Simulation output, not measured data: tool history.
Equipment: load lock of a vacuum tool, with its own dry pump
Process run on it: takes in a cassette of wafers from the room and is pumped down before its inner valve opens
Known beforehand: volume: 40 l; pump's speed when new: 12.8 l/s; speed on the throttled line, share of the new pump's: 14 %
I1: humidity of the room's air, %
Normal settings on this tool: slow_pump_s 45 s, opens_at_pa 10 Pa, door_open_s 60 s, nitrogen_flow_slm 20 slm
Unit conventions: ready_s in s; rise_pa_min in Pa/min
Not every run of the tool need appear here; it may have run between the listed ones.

{"run": 1, "day": 0.0, "slow_pump_s": 45, "opens_at_pa": 10, "door_open_s": 60, "nitrogen_flow_slm": 20, "I1": 47.8, "ready_s": 67.6, "rise_pa_min": 0.123}
{"run": 2, "day": 4.117, "slow_pump_s": 45, "opens_at_pa": 10, "door_open_s": 60, "nitrogen_flow_slm": 20, "I1": 48, "ready_s": 68, "rise_pa_min": 0.127}
{"run": 3, "day": 8.242, "slow_pump_s": 45, "opens_at_pa": 10, "door_open_s": 60, "nitrogen_flow_slm": 20, "I1": 43.6, "ready_s": 67.9, "rise_pa_min": 0.126}
{"run": 4, "day": 11.646, "slow_pump_s": 45, "opens_at_pa": 10, "door_open_s": 60, "nitrogen_flow_slm": 20, "I1": 45.6, "ready_s": 67.8, "rise_pa_min": 0.127}
{"run": 5, "day": 14.688, "slow_pump_s": 45, "opens_at_pa": 10, "door_open_s": 60, "nitrogen_flow_slm": 20, "I1": 44.2, "ready_s": 67.4, "rise_pa_min": 0.132}
{"run": 6, "day": 18.75, "slow_pump_s": 45, "opens_at_pa": 10, "door_open_s": 60, "nitrogen_flow_slm": 20, "I1": 45.7, "ready_s": 68.3, "rise_pa_min": 0.143}
{"run": 7, "day": 23.088, "slow_pump_s": 45, "opens_at_pa": 10, "door_open_s": 60, "nitrogen_flow_slm": 20, "I1": 45.1, "ready_s": 68.3, "rise_pa_min": 0.138}
{"run": 8, "day": 25.25, "slow_pump_s": 45, "opens_at_pa": 10, "door_open_s": 60, "nitrogen_flow_slm": 20, "I1": 44, "ready_s": 67.3, "rise_pa_min": 0.14}
{"run": 9, "day": 28.6, "slow_pump_s": 45, "opens_at_pa": 10, "door_open_s": 60, "nitrogen_flow_slm": 20, "I1": 44.8, "ready_s": 67.9, "rise_pa_min": 0.136}
{"run": 10, "day": 31.333, "slow_pump_s": 67, "opens_at_pa": 8, "door_open_s": 60, "nitrogen_flow_slm": 17, "I1": 44.7, "ready_s": 86.9, "rise_pa_min": 0.144}
{"run": 11, "day": 35.95, "slow_pump_s": 67, "opens_at_pa": 8, "door_open_s": 60, "nitrogen_flow_slm": 17, "I1": 44.1, "ready_s": 87.6, "rise_pa_min": 0.153}
{"run": 12, "day": 39.342, "slow_pump_s": 45, "opens_at_pa": 11, "door_open_s": 157, "nitrogen_flow_slm": 20, "I1": 43.9, "ready_s": 67.5, "rise_pa_min": 0.165}
{"run": 13, "day": 44.442, "slow_pump_s": 45, "opens_at_pa": 11, "door_open_s": 157, "nitrogen_flow_slm": 20, "I1": 42.4, "ready_s": 67.2, "rise_pa_min": 0.169}
{"run": 14, "day": 47.258, "slow_pump_s": 45, "opens_at_pa": 8, "door_open_s": 60, "nitrogen_flow_slm": 5, "I1": 46.3, "ready_s": 69.1, "rise_pa_min": 0.187}

Branching from run 14: 3 alternative next runs. What would each branch give?
{"run": "A", "day": 50.438, "slow_pump_s": 77, "opens_at_pa": 8, "door_open_s": 112, "nitrogen_flow_slm": 5, "I1": 48.2, "ready_s": "?", "rise_pa_min": "?"}
{"run": "B", "day": 50.438, "slow_pump_s": 45, "opens_at_pa": 10, "door_open_s": 99, "nitrogen_flow_slm": 31, "I1": 46.3, "ready_s": "?", "rise_pa_min": "?"}
{"run": "C", "day": 50.438, "slow_pump_s": 37, "opens_at_pa": 11, "door_open_s": 60, "nitrogen_flow_slm": 5, "I1": 46.6, "ready_s": "?", "rise_pa_min": "?"}

run=A ready_s=96.3 rise_pa_min=0.214
run=B ready_s=69.2 rise_pa_min=0.154
run=C ready_s=60.9 rise_pa_min=0.191
Had the tool no hidden state, the same runs would have come out as:
run=A ready_s=95.8 rise_pa_min=0.083
run=B ready_s=68.6 rise_pa_min=0.025
run=C ready_s=60.3 rise_pa_min=0.056
